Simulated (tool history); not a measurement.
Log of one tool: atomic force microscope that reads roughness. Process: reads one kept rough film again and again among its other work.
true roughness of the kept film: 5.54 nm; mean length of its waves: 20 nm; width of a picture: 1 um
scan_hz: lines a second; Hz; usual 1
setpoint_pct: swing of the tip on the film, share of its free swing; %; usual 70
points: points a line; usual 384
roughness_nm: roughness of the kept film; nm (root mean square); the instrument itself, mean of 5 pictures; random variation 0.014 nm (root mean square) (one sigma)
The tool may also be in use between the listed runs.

run   hour  scan_hz  setpoint_pct  points  roughness_nm
  1      0        1            70     384         2.066
  2     14        1            70     384         1.909
  3   26.2        1            70     384         1.816
  4     48        1            70     384         3.241
  5     65        1            70     384          2.82
  6   89.5        1            70     384         2.397
  7  109.7     0.62            65     932         2.198
  8  128.1     0.67            90     830         1.918
  9  148.5     0.76            70     667         1.772
 10  171.8      0.5            63     262         3.046

Not shown: 4 entries that the log had between the listed runs. Between which runs, and how does the tool's hidden state differ before and after?
Between runs 3 and 4: new tip fitted (hour 44.4)
  radius of the tip, nm: 35.4 -> 11.7; height scale over the true one, %: -0.03 -> -0.04
  measured less the result without the state, roughness_nm: -1.638 -> -0.201 nm (root mean square)
Between runs 6 and 7: height scale calibrated on a step standard (hour 92.7)
  radius of the tip, nm: 22 -> 27; height scale over the true one, %: -0.05 -> -0.09
  measured less the result without the state, roughness_nm: -1.017 -> -1.325 nm (root mean square)
Between runs 9 and 10: height scale calibrated on a step standard, once more (hour 157); new tip fitted (hour 160.1)
  radius of the tip, nm: 37.7 -> 13.5
  measured less the result without the state, roughness_nm: -1.733 -> -0.376 nm (root mean square)
